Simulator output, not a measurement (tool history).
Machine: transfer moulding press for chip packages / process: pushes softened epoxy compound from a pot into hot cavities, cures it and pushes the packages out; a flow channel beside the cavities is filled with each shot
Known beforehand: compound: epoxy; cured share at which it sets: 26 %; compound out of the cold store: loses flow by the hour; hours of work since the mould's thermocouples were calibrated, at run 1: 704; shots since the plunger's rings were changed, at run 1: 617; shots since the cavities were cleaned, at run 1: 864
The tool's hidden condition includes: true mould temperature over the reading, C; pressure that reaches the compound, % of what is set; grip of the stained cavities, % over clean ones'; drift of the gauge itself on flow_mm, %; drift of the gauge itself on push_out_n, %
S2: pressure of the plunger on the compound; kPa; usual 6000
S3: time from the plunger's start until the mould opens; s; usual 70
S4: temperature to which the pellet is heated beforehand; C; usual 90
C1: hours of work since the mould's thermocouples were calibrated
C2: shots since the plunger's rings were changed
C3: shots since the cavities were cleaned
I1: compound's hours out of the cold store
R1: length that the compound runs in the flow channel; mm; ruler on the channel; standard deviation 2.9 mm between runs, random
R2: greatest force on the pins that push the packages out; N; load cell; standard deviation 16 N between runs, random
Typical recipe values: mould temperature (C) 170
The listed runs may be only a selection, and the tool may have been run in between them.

Run 1, hour 0: usual settings; C1 704; C2 617; C3 864; I1 47.5. Result: R1 636 mm, R2 774 N.
At hour 11.6: cavities cleaned with cleaning compound and waxed.
Run 2, hour 50.5: usual settings; C1 728; C2 1243; C3 497; I1 18.1. Result: R1 762 mm, R2 807 N.
At hour 92: cavities cleaned with cleaning compound and waxed.
Run 3, hour 92: usual settings; C1 747; C2 1753; C3 0; I1 40.9. Result: R1 662 mm, R2 782 N.
Run 4, hour 119.2: usual settings; C1 760; C2 2099; C3 346; I1 29.8. Result: R1 706 mm, R2 842 N.
At hour 171.9: cavities cleaned with cleaning compound and waxed.
Run 5, hour 185.1: usual settings; C1 791; C2 2921; C3 169; I1 24.2. Result: R1 734 mm, R2 814 N.
At hour 192.9: mould's thermocouples calibrated.
Run 6, hour 225.9: usual settings but S2 6120 kPa; C1 16; C2 3416; C3 664; I1 37.6. Result: R1 682 mm, R2 784 N.
At hour 258.7: plunger's sealing rings changed.
At hour 260.2: cavities cleaned with cleaning compound and waxed.
Run 7, hour 273.2: usual settings but S2 6120 kPa; C1 36; C2 165; C3 165; I1 36.7. Result: R1 686 mm, R2 773 N.
Run 8, hour 329.3: usual settings but S2 6120 kPa; C1 63; C2 881; C3 881; I1 46.3. Result: R1 647 mm, R2 770 N.
At hour 342.4: cavities cleaned with cleaning compound and waxed.
Run 9, hour 391.8: usual settings but S2 6120 kPa; C1 92; C2 1660; C3 631; I1 25.3. Result: R1 737 mm, R2 850 N.
At hour 422.1: cavities cleaned with cleaning compound and waxed.
Run 10, hour 422.1: usual settings but S2 6120 kPa, S3 51 s; C1 106; C2 2027; C3 0; I1 29.3. Result: R1 715 mm, R2 1686 N.
Run 11, hour 473.9: usual settings; C1 131; C2 2687; C3 660; I1 42.1. Result: R1 657 mm, R2 788 N.
At hour 501.5: cavities cleaned with cleaning compound and waxed.
Run 12, hour 533.8: usual settings but S4 93 C; C1 159; C2 3433; C3 412; I1 14. Result: R1 783 mm, R2 850 N.
At hour 564.9: plunger's sealing rings changed.
Run 13, hour 568.6: usual settings but S4 93 C; C1 174; C2 47; C3 823; I1 30.4. Result: R1 705 mm, R2 799 N.
At hour 584: cavities cleaned with cleaning compound and waxed.
Run 14, hour 609.2: usual settings but S4 93 C; C1 193; C2 546; C3 322; I1 36.4. Result: R1 684 mm, R2 778 N.
Run 15, hour 654.3: usual settings but S2 6180 kPa, S3 108 s; C1 214; C2 1121; C3 897; I1 47.8. Result: R1 644 mm, R2 436 N.
At hour 664.4: cavities cleaned with cleaning compound and waxed.
Run 16, hour 694: usual settings but S2 6180 kPa, S3 108 s; C1 233; C2 1609; C3 378; I1 18.3. Result: R1 766 mm, R2 424 N.
At hour 744.6: cavities cleaned with cleaning compound and waxed.
Run 17, hour 758.6: usual settings but mould temperature (C) 175, S2 6370 kPa, S3 53 s, S4 85 C; C1 263; C2 2413; C3 178; I1 37. Result: R1 686 mm, R2 1258 N.
Run 18, hour 788.9: usual settings but S3 90 s, S4 87 C; C1 277; C2 2799; C3 564; I1 12.9. Result: R1 792 mm, R2 508 N.
At hour 824.2: cavities cleaned with cleaning compound and waxed.
Run 19, hour 837.1: usual settings but S3 90 s, S4 87 C; C1 300; C2 3396; C3 165; I1 34.2. Result: R1 689 mm, R2 485 N.
At hour 874.8: plunger's sealing rings changed.
Run 20, hour 903.7: usual settings but S2 6820 kPa, S4 81 C; C1 330; C2 369; C3 982; I1 34.1. Result: R1 742 mm, R2 815 N.
At hour 908.9: cavities cleaned with cleaning compound and waxed.
Run 21, hour 966.7: usual settings but S2 6820 kPa, S4 81 C; C1 360; C2 1153; C3 737; I1 11.4. Result: R1 850 mm, R2 948 N.
At hour 989.8: cavities cleaned with cleaning compound and waxed.
Run 22, hour 1015.7: usual settings but mould temperature (C) 164, S2 6690 kPa, S4 81 C; C1 382; C2 1759; C3 330; I1 39.6. Result: R1 720 mm, R2 1239 N.
Run 23, hour 1044.6: usual settings but mould temperature (C) 164, S4 83 C; C1 396; C2 2128; C3 699; I1 31.4. Result: R1 720 mm, R2 1271 N.
At hour 1072.4: cavities cleaned with cleaning compound and waxed.
Run 24, hour 1080.3: usual settings but mould temperature (C) 164, S2 4790 kPa, S3 69 s, S4 91 C; C1 412; C2 2565; C3 102; I1 34.2. Result: R1 631 mm, R2 1198 N.
Run 25, hour 1123.3: usual settings but mould temperature (C) 177, S2 4880 kPa, S3 74 s, S4 83 C; C1 433; C2 3113; C3 650; I1 26.8. Result: R1 635 mm, R2 488 N.
At hour 1153: cavities cleaned with cleaning compound and waxed.
Run 26, hour 1162.6: usual settings but mould temperature (C) 165, S2 4880 kPa, S3 51 s, S4 83 C; C1 451; C2 3595; C3 123; I1 44.4. Result: R1 598 mm, R2 1958 N.
At hour 1180.8: plunger's sealing rings changed.
Run 27, hour 1208.6: usual settings but mould temperature (C) 165, S2 4880 kPa, S3 51 s, S4 83 C; C1 472; C2 355; C3 677; I1 18.8. Result: R1 699 mm, R2 2126 N.

4 ways to go on from here, each from the tool as it stands after run 27. What would each give?
At hour 1234.6: cavities cleaned with cleaning compound and waxed.
Run A, hour 1253.6: usual settings but mould temperature (C) 165, S2 4880 kPa, S3 85 s, S4 83 C; C1 493; C2 911; C3 244; I1 32.8. Result: R1 ?, R2 ?.
At hour 1234.6: cavities cleaned with cleaning compound and waxed.
Run B, hour 1253.6: usual settings but mould temperature (C) 166, S2 4880 kPa, S3 51 s, S4 83 C; C1 493; C2 911; C3 244; I1 29.6. Result: R1 ?, R2 ?.
At hour 1234.6: cavities cleaned with cleaning compound and waxed.
Run C, hour 1253.6: usual settings but mould temperature (C) 171, S3 54 s, S4 98 C; C1 493; C2 911; C3 244; I1 10.3. Result: R1 ?, R2 ?.
At hour 1234.6: cavities cleaned with cleaning compound and waxed.
Run D, hour 1253.6: usual settings but mould temperature (C) 171, S2 4880 kPa, S3 58 s, S4 83 C; C1 493; C2 911; C3 244; I1 8.3. Result: R1 ?, R2 ?.

run   R1    R2
  A  644   733
  B  651  1908
  C  788  1458
  D  727  1395
Without the tool's unlogged condition, the same runs would have read:
run   R1    R2
  A  644   729
  B  651  1899
  C  788  1451
  D  727  1388

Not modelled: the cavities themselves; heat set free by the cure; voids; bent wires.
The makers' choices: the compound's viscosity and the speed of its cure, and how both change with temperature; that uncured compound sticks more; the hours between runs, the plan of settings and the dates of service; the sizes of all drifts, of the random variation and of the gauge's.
